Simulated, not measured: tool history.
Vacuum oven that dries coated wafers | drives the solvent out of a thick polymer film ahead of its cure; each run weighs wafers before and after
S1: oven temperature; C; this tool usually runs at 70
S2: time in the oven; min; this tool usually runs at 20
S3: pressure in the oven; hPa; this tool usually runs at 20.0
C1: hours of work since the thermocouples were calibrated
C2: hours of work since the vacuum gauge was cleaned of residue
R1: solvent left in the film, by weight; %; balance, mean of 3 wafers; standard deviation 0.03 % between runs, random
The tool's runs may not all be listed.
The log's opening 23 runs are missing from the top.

run	day	S1	S2	S3	C1	C2	R1
24	23.721	70	20	33.3	759	1358	4.46
25	24.408	58	25	13.7	772	1371	6.93
26	25.138	58	25	13.7	785	1384	6.97
# day 25.996: oven's thermocouples calibrated
27	26.117	58	25	13.7	2	1400	6.89
28	27.092	58	34	13.7	20	1417	4.84
29	27.683	61	13	20.0	30	1428	10.50
30	28.517	61	13	20.0	45	1443	10.47
31	29.371	76	32	15.1	61	1458	0.80
32	30.625	80	20	11.9	83	1481	1.43
33	32.054	80	20	11.9	109	1507	1.39
34	33.325	68	21	56.5	132	1530	5.34
35	34.667	72	20	55.2	156	1554	4.27
36	35.667	78	30	42.3	174	1572	1.21
37	36.362	59	13	14.1	187	1584	11.14
38	37.650	61	14	58.8	210	1607	10.94
39	39.062	70	13	34.2	235	1633	7.32
40	39.912	70	13	34.2	251	1648	7.34
41	40.554	70	13	34.2	262	1660	7.26
42	41.571	61	20	72.4	280	1678	8.84
43	42.225	66	20	37.8	292	1690	5.99

Consider 3 possible next runs. They are alternatives, not a sequence: every one starts from the tool as it was left by run 43. What does each give?
A	43.562	66	15	37.8	316	1714	?
B	43.562	65	20	37.8	316	1714	?
C	43.562	79	20	37.8	316	1714	?

run	R1
A	7.90
B	6.38
C	2.07
Without the tool's unlogged condition, the same runs would have read:
run	R1
A	7.88
B	6.36
C	2.06
